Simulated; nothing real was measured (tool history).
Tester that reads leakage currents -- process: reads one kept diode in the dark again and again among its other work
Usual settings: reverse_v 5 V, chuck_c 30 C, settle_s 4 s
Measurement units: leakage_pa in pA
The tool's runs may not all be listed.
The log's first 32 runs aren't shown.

run    hour  reverse_v  chuck_c  settle_s  leakage_pa
     6250.9  -- probe card cleaned and baked
 33  6321.6          5       25         4      171.19
 34    6453      18.94       40      6.16     1227.05
       6626  -- chuck's temperature calibrated
 35  6649.5       6.74       30      8.66      307.84
 36  6796.4       6.74       30      8.66      309.65
 37  7047.6       6.74       30      8.66      309.09
 38  7295.3          5       28       1.6      220.19
 39  7493.9       3.44       21      0.37       99.68
 40  7680.2       1.11       40      0.88      232.63

3 ways to go on from here, each from the tool as it stands after run 40. What would each give?
  A  7834       2.99       40      0.84           ?
  B  7834          5       30      6.46           ?
  C  7834       3.14       55      3.84           ?

run  leakage_pa
  A      417.72
  B      257.04
  C     1264.66
Take away the tool's hidden state, keep each run's random variation, and the runs would have read:
run  leakage_pa
  A       418.8
  B      257.73
  C     1267.62
